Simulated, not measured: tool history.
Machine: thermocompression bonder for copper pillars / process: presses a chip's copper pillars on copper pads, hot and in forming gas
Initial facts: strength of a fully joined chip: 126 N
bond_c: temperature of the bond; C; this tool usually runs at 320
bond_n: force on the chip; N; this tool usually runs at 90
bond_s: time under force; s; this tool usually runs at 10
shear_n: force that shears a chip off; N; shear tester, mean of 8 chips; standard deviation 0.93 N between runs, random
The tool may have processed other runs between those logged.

run,hour,bond_c,bond_n,bond_s,shear_n
1,0,320,90,10,70.3
2,15.3,320,90,10,71
3,25.8,320,90,10,69.7
4,43.1,320,90,10,70
5,64.7,320,90,10,69.5
6,87.3,320,90,10,69.8
7,102.8,320,90,10,71
8,124,320,90,10,68.1
9,140.2,320,109,10,79.5
# hour 154.7: forming gas filter changed
10,155.5,320,109,10,86.5
11,169.2,320,109,10,86.9
12,178.6,320,109,10,87.2
13,199.8,320,109,10,86.8
14,209.6,320,109,10,83.4
15,231.5,320,109,10,85.7
16,244.5,320,109,10,86.1
17,258.5,320,109,10,85.6
18,273.3,320,109,10,84.4
19,289.5,320,90,10,74
20,299.4,320,90,10,72.9
21,319,320,90,10,74.3
# hour 333.7: force cell calibrated
22,337.2,320,56,10,50
23,348.3,320,56,10,49.9
24,362.1,299,62,6,33.6
25,380,299,62,6,35
26,390.9,317,129,10,93.8
27,403.6,335,70,10,71
28,415.2,335,70,10,71.4
29,428.8,336,56,16,69.4
30,441.4,291,88,16,64.3
31,459.7,341,69,15,83
32,471.1,320,73,21,76.3
33,492.8,298,90,14,66.1
34,505.4,298,90,14,67.9
35,526.6,298,90,14,63.9
36,544.9,298,90,14,65.8
37,560.9,298,61,24,56.1
38,573.1,326,83,18,87
39,591.8,320,83,8,63.2

A few steps of shear_n between consecutive runs. Split each: what settings, incoming material and random variation would produce without the hidden state, and what is left over for the hidden state, along with gauge scatter present in only one of the two compared results (measured, and without hidden state):
Hidden state at play: true temperature of the bond over the reading, C; force that reaches the chip, % of what is set; oxide that the forming gas leaves, % of the face; drift of the gauge itself on shear_n, %.
Run 9 -> 10: forming gas filter changed. shear_n +7 N: hidden state +6.6, all else +0.4.
Run 21 -> 22: bond_n 90 -> 56, force cell calibrated. shear_n -24.3 N: hidden state +3.6, all else -27.9.
Run 25 -> 26: bond_c 299 -> 317, bond_n 62 -> 129, bond_s 6 -> 10. shear_n +58.8 N: hidden state -1.7, all else +60.5.
Run 37 -> 38: bond_c 298 -> 326, bond_n 61 -> 83, bond_s 24 -> 18. shear_n +30.9 N: hidden state -1.5, all else +32.4.

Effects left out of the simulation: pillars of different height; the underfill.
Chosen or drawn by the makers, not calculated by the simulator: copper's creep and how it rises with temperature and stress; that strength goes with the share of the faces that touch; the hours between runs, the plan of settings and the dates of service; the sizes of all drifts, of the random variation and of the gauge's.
